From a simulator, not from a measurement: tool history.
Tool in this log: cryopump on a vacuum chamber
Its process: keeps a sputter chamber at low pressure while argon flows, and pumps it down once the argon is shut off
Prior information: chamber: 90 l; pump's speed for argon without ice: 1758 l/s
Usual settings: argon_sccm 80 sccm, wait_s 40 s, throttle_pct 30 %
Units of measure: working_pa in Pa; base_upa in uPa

| run | hour | argon_sccm | wait_s | throttle_pct | working_pa | base_upa |
|---|---|---|---|---|---|---|
| 1 | 0.0 | 80 | 40 | 30 | 0.2600 | 1.77 |
| 2 | 19.4 | 80 | 40 | 30 | 0.2610 | 1.78 |
| 3 | 33.2 | 80 | 258 | 30 | 0.2614 | 1.41 |
| 4 | 50.9 | 80 | 258 | 30 | 0.2617 | 1.46 |
| 5 | 59.7 | 80 | 21 | 30 | 0.2595 | 2.25 |
| 6 | 71.2 | 80 | 21 | 30 | 0.2605 | 2.28 |
| 7 | 83.3 | 80 | 40 | 32 | 0.2444 | 1.89 |
| 8 | 103.8 | 80 | 40 | 32 | 0.2470 | 1.87 |
| 9 | 124.0 | 32 | 101 | 19 | 0.1653 | 1.62 |
| 10 | 141.2 | 32 | 101 | 19 | 0.1647 | 1.64 |
| 11 | 155.1 | 135 | 76 | 19 | 0.6944 | 1.77 |
| 12 | 164.7 | 80 | 40 | 29 | 0.2741 | 2.05 |
| 13 | 183.4 | 36 | 67 | 26 | 0.1382 | 1.80 |
| 14 | 193.4 | 55 | 124 | 54 | 0.1054 | 1.72 |
| 15 | 207.4 | 34 | 35 | 54 | 0.0640 | 2.22 |

The logged runs with the hidden state left out (each run's random variation unchanged):
The hidden state here: pump's speed, % of a pump's without ice; cold plate's temperature, K; leak into the chamber, uPa l/s; drift of the gauge itself on working_pa, %; drift of the gauge itself on base_upa, %.
| run | working_pa | base_upa |
|---|---|---|
| 1 | 0.2569 | 0.67 |
| 2 | 0.2575 | 0.64 |
| 3 | 0.2574 | 0.26 |
| 4 | 0.2572 | 0.23 |
| 5 | 0.2548 | 1.08 |
| 6 | 0.2555 | 1.06 |
| 7 | 0.2390 | 0.64 |
| 8 | 0.2409 | 0.65 |
| 9 | 0.1626 | 0.33 |
| 10 | 0.1618 | 0.32 |
| 11 | 0.6815 | 0.41 |
| 12 | 0.2661 | 0.65 |
| 13 | 0.1343 | 0.41 |
| 14 | 0.0993 | 0.34 |
| 15 | 0.0600 | 0.75 |
